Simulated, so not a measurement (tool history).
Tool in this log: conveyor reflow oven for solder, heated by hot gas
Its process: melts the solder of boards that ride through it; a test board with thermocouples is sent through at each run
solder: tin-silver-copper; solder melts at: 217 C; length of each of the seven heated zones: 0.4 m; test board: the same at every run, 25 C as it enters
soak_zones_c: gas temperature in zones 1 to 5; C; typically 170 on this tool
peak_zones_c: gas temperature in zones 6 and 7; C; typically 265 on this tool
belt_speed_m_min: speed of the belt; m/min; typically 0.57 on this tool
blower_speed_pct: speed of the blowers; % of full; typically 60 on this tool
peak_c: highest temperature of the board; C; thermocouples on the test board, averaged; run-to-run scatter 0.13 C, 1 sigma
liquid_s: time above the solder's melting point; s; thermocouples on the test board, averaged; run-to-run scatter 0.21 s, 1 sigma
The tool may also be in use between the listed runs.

Run 1, hour 0: usual settings. Result: peak_c 243.2 C, liquid_s 50.5 s.
Run 2, hour 12.5: usual settings but blower_speed_pct 86 % of full. Result: peak_c 251.2 C, liquid_s 61 s.
Run 3, hour 27.5: usual settings but soak_zones_c 157 C. Result: peak_c 239.8 C, liquid_s 42.4 s.
Run 4, hour 38.8: usual settings but soak_zones_c 157 C. Result: peak_c 239.8 C, liquid_s 42.4 s.
Run 5, hour 52.2: usual settings but soak_zones_c 157 C. Result: peak_c 239.3 C, liquid_s 42.5 s.
Run 6, hour 71.4: usual settings but peak_zones_c 262 C. Result: peak_c 240.2 C, liquid_s 47.3 s.
Run 7, hour 94.1: usual settings but blower_speed_pct 83 % of full. Result: peak_c 250.1 C, liquid_s 59.3 s.
Run 8, hour 116.6: usual settings. Result: peak_c 242.7 C, liquid_s 49.3 s.
At hour 124: flux residue cleaned out of gas plates and filters.
Run 9, hour 132.1: usual settings. Result: peak_c 244.8 C, liquid_s 53.2 s.
Run 10, hour 153.3: usual settings but peak_zones_c 253 C. Result: peak_c 235.1 C, liquid_s 41.3 s.
Run 11, hour 166.9: usual settings but peak_zones_c 253 C. Result: peak_c 235.1 C, liquid_s 41.1 s.
Run 12, hour 181.5: usual settings. Result: peak_c 244.8 C, liquid_s 52.7 s.
Run 13, hour 202.7: usual settings. Result: peak_c 244.4 C, liquid_s 52.5 s.
Run 14, hour 215.8: usual settings. Result: peak_c 244.6 C, liquid_s 52.4 s.
Run 15, hour 227.1: usual settings. Result: peak_c 244.4 C, liquid_s 52.3 s.
Run 16, hour 239.3: usual settings but soak_zones_c 172 C. Result: peak_c 245 C, liquid_s 53.8 s.

The next listed run, before its measurement:
Run 17, hour 253.9: usual settings but soak_zones_c 172 C. Result: peak_c ?, liquid_s ?.

Run 17 yielded peak_c 244.7 C, liquid_s 53.5 s.
With the hidden condition absent and the run-to-run variation left alone, this run would have shown peak_c 243.6 C, liquid_s 52.5 s.

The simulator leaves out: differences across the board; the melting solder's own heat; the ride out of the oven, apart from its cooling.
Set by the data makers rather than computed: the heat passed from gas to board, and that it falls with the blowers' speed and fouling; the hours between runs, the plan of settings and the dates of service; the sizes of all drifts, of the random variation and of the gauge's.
